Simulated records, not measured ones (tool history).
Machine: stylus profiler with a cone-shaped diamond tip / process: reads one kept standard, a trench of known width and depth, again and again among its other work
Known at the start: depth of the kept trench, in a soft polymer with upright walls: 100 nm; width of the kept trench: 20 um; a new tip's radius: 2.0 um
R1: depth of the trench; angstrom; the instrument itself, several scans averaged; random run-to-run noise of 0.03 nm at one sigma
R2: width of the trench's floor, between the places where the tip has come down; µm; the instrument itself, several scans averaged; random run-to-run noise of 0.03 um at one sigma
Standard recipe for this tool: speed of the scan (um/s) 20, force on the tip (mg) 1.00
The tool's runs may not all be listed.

{"run": 1, "hour": 0.0, "speed of the scan (um/s)": 20, "force on the tip (mg)": 1.0, "R1": 1013.0, "R2": 18.23}
{"run": 2, "hour": 62.1, "speed of the scan (um/s)": 20, "force on the tip (mg)": 1.0, "R1": 1013.2, "R2": 18.18}
{"run": 3, "hour": 94.8, "speed of the scan (um/s)": 73, "force on the tip (mg)": 1.0, "R1": 1013.0, "R2": 17.84}
{"run": 4, "hour": 162.7, "speed of the scan (um/s)": 73, "force on the tip (mg)": 1.0, "R1": 1014.1, "R2": 17.83}
{"run": 5, "hour": 201.6, "speed of the scan (um/s)": 73, "force on the tip (mg)": 1.0, "R1": 1013.1, "R2": 17.79}
{"run": 6, "hour": 262.3, "speed of the scan (um/s)": 73, "force on the tip (mg)": 1.0, "R1": 1014.3, "R2": 17.69}
{"run": 7, "hour": 294.4, "speed of the scan (um/s)": 73, "force on the tip (mg)": 1.0, "R1": 1014.5, "R2": 17.79}
{"run": 8, "hour": 323.7, "speed of the scan (um/s)": 50, "force on the tip (mg)": 1.0, "R1": 1014.3, "R2": 17.86}
{"hour": 371.5, "done": "height scale calibrated on a step standard"}
{"run": 9, "hour": 392.4, "speed of the scan (um/s)": 8, "force on the tip (mg)": 1.0, "R1": 1016.4, "R2": 18.08}
{"run": 10, "hour": 446.9, "speed of the scan (um/s)": 8, "force on the tip (mg)": 1.0, "R1": 1015.7, "R2": 18.12}
{"run": 11, "hour": 475.7, "speed of the scan (um/s)": 20, "force on the tip (mg)": 1.0, "R1": 1016.4, "R2": 18.08}
{"run": 12, "hour": 507.5, "speed of the scan (um/s)": 20, "force on the tip (mg)": 1.0, "R1": 1016.2, "R2": 18.06}
{"run": 13, "hour": 550.2, "speed of the scan (um/s)": 20, "force on the tip (mg)": 0.89, "R1": 1016.3, "R2": 17.99}
{"run": 14, "hour": 603.0, "speed of the scan (um/s)": 20, "force on the tip (mg)": 1.0, "R1": 1017.5, "R2": 18.03}
{"run": 15, "hour": 642.0, "speed of the scan (um/s)": 55, "force on the tip (mg)": 1.0, "R1": 1017.4, "R2": 17.75}
{"run": 16, "hour": 690.3, "speed of the scan (um/s)": 20, "force on the tip (mg)": 1.0, "R1": 1017.6, "R2": 17.91}
{"run": 17, "hour": 723.2, "speed of the scan (um/s)": 20, "force on the tip (mg)": 1.0, "R1": 1017.5, "R2": 17.95}
{"run": 18, "hour": 771.2, "speed of the scan (um/s)": 20, "force on the tip (mg)": 1.0, "R1": 1017.5, "R2": 17.96}
{"hour": 789.7, "done": "height scale calibrated on a step standard, once more"}
{"run": 19, "hour": 812.2, "speed of the scan (um/s)": 20, "force on the tip (mg)": 1.0, "R1": 1009.7, "R2": 17.97}
{"run": 20, "hour": 868.3, "speed of the scan (um/s)": 11, "force on the tip (mg)": 1.0, "R1": 1009.1, "R2": 17.97}
{"run": 21, "hour": 929.8, "speed of the scan (um/s)": 11, "force on the tip (mg)": 1.0, "R1": 1010.6, "R2": 18.01}
{"run": 22, "hour": 998.2, "speed of the scan (um/s)": 47, "force on the tip (mg)": 0.94, "R1": 1010.3, "R2": 17.69}
{"run": 23, "hour": 1055.7, "speed of the scan (um/s)": 14, "force on the tip (mg)": 0.45, "R1": 1006.6, "R2": 17.86}
{"run": 24, "hour": 1119.9, "speed of the scan (um/s)": 77, "force on the tip (mg)": 2.45, "R1": 1018.9, "R2": 17.72}
{"run": 25, "hour": 1149.8, "speed of the scan (um/s)": 11, "force on the tip (mg)": 1.0, "R1": 1010.6, "R2": 17.85}
{"run": 26, "hour": 1207.4, "speed of the scan (um/s)": 31, "force on the tip (mg)": 1.22, "R1": 1012.3, "R2": 17.82}
{"run": 27, "hour": 1255.1, "speed of the scan (um/s)": 40, "force on the tip (mg)": 1.87, "R1": 1016.3, "R2": 17.77}
{"run": 28, "hour": 1322.3, "speed of the scan (um/s)": 40, "force on the tip (mg)": 1.87, "R1": 1016.3, "R2": 17.75}
{"run": 29, "hour": 1352.1, "speed of the scan (um/s)": 20, "force on the tip (mg)": 0.52, "R1": 1008.1, "R2": 17.71}
{"run": 30, "hour": 1390.1, "speed of the scan (um/s)": 8, "force on the tip (mg)": 0.43, "R1": 1007.6, "R2": 17.81}
{"run": 31, "hour": 1425.5, "speed of the scan (um/s)": 5, "force on the tip (mg)": 2.67, "R1": 1020.3, "R2": 17.83}
{"hour": 1439.2, "done": "new tip fitted, height scale calibrated"}
{"run": 32, "hour": 1461.5, "speed of the scan (um/s)": 24, "force on the tip (mg)": 1.61, "R1": 1012.1, "R2": 18.59}
{"run": 33, "hour": 1509.1, "speed of the scan (um/s)": 24, "force on the tip (mg)": 1.61, "R1": 1012.4, "R2": 18.56}
{"run": 34, "hour": 1554.7, "speed of the scan (um/s)": 24, "force on the tip (mg)": 1.61, "R1": 1012.2, "R2": 18.57}
{"run": 35, "hour": 1610.2, "speed of the scan (um/s)": 24, "force on the tip (mg)": 1.61, "R1": 1012.5, "R2": 18.62}
{"run": 36, "hour": 1648.9, "speed of the scan (um/s)": 27, "force on the tip (mg)": 0.51, "R1": 1006.0, "R2": 18.38}
{"run": 37, "hour": 1679.2, "speed of the scan (um/s)": 27, "force on the tip (mg)": 0.51, "R1": 1005.7, "R2": 18.39}
{"run": 38, "hour": 1738.6, "speed of the scan (um/s)": 43, "force on the tip (mg)": 0.74, "R1": 1008.2, "R2": 18.33}
{"run": 39, "hour": 1784.1, "speed of the scan (um/s)": 5, "force on the tip (mg)": 0.66, "R1": 1006.8, "R2": 18.57}
{"run": 40, "hour": 1834.8, "speed of the scan (um/s)": 5, "force on the tip (mg)": 0.66, "R1": 1007.8, "R2": 18.53}
{"run": 41, "hour": 1877.9, "speed of the scan (um/s)": 5, "force on the tip (mg)": 0.66, "R1": 1008.1, "R2": 18.49}

Each row is a separate what-if for the run after 41, all from the same tool condition, not one after another. Results?
{"run": "A", "hour": 1926.3, "speed of the scan (um/s)": 65, "force on the tip (mg)": 1.79, "R1": "?", "R2": "?"}
{"run": "B", "hour": 1926.3, "speed of the scan (um/s)": 68, "force on the tip (mg)": 2.56, "R1": "?", "R2": "?"}
{"run": "C", "hour": 1926.3, "speed of the scan (um/s)": 35, "force on the tip (mg)": 1.51, "R1": "?", "R2": "?"}
{"run": "D", "hour": 1926.3, "speed of the scan (um/s)": 6, "force on the tip (mg)": 0.66, "R1": "?", "R2": "?"}
{"run": "E", "hour": 1926.3, "speed of the scan (um/s)": 5, "force on the tip (mg)": 0.4, "R1": "?", "R2": "?"}

run=A R1=1015.3 R2=18.24
run=B R1=1018.9 R2=18.25
run=C R1=1013.4 R2=18.35
run=D R1=1007.7 R2=18.51
run=E R1=1005.8 R2=18.50
The same runs, with their run-to-run variation unchanged, on a tool lacking any hidden condition would have given:
run=A R1=1014.3 R2=18.46
run=B R1=1017.9 R2=18.47
run=C R1=1012.4 R2=18.56
run=D R1=1006.7 R2=18.73
run=E R1=1004.8 R2=18.71
